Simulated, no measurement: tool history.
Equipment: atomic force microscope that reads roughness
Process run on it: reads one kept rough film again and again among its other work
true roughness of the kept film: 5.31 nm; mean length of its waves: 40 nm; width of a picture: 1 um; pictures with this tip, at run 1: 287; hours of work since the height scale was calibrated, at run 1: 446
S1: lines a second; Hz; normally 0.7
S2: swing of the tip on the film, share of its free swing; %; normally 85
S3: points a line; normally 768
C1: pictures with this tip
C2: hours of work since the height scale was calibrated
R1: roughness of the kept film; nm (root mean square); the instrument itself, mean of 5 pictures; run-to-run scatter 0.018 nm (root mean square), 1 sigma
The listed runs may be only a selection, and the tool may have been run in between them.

run 1 hour=0 | S1=0.7 S2=85 S3=768 | C1=287 C2=446 | R1=3.571
run 2 hour=32.2 | S1=0.7 S2=85 S3=768 | C1=337 C2=469 | R1=3.452
-- hour=46.3 new tip fitted
run 3 hour=70.8 | S1=0.7 S2=85 S3=768 | C1=38 C2=497 | R1=4.175
run 4 hour=98 | S1=0.614 S2=85 S3=768 | C1=80 C2=517 | R1=4.112
run 5 hour=139.6 | S1=0.614 S2=85 S3=768 | C1=143 C2=548 | R1=3.968
run 6 hour=166.5 | S1=0.7 S2=85 S3=279 | C1=185 C2=567 | R1=3.783
run 7 hour=215.8 | S1=0.7 S2=85 S3=768 | C1=260 C2=603 | R1=3.644
run 8 hour=247.8 | S1=0.7 S2=85 S3=768 | C1=310 C2=627 | R1=3.508
-- hour=280.3 new tip fitted
run 9 hour=289.6 | S1=0.7 S2=85 S3=768 | C1=14 C2=657 | R1=4.29
run 10 hour=332.8 | S1=0.7 S2=85 S3=768 | C1=80 C2=689 | R1=4.083
run 11 hour=361.4 | S1=0.7 S2=85 S3=768 | C1=124 C2=710 | R1=4.003
run 12 hour=417.7 | S1=0.689 S2=56 S3=410 | C1=210 C2=751 | R1=3.957
run 13 hour=470 | S1=1.213 S2=73 S3=355 | C1=291 C2=789 | R1=3.529
run 14 hour=496.6 | S1=2.767 S2=65 S3=355 | C1=331 C2=809 | R1=3.382
-- hour=515.9 new tip fitted
run 15 hour=531.3 | S1=0.542 S2=85 S3=768 | C1=24 C2=834 | R1=4.321
run 16 hour=583.4 | S1=3.366 S2=85 S3=562 | C1=104 C2=872 | R1=3.125
-- hour=588.3 height scale calibrated on a step standard
run 17 hour=645 | S1=0.938 S2=70 S3=562 | C1=197 C2=42 | R1=3.868
run 18 hour=687 | S1=2.044 S2=90 S3=634 | C1=261 C2=72 | R1=3.046
run 19 hour=720.2 | S1=0.794 S2=79 S3=639 | C1=312 C2=97 | R1=3.571
-- hour=750.8 new tip fitted
run 20 hour=779.9 | S1=0.794 S2=79 S3=639 | C1=45 C2=140 | R1=4.198
-- hour=795.7 height scale calibrated on a step standard, once more
run 21 hour=835.3 | S1=1.32 S2=79 S3=768 | C1=128 C2=29 | R1=3.838
run 22 hour=881.5 | S1=3.799 S2=66 S3=502 | C1=199 C2=63 | R1=3.542

Predict each of these 4 candidate next runs independently; none follows another, all start after run 22:
run A hour=922.2 | S1=0.545 S2=76 S3=501 | C1=262 C2=93 | R1=?
run B hour=922.2 | S1=0.786 S2=66 S3=471 | C1=262 C2=93 | R1=?
run C hour=922.2 | S1=3.799 S2=75 S3=736 | C1=262 C2=93 | R1=?
run D hour=922.2 | S1=1.55 S2=85 S3=498 | C1=262 C2=93 | R1=?

run=A R1=3.792
run=B R1=3.821
run=C R1=3.158
run=D R1=3.371
The same runs, with their run-to-run variation unchanged, on a tool lacking any hidden condition would have given:
run=A R1=4.501
run=B R1=4.537
run=C R1=3.749
run=D R1=4.002

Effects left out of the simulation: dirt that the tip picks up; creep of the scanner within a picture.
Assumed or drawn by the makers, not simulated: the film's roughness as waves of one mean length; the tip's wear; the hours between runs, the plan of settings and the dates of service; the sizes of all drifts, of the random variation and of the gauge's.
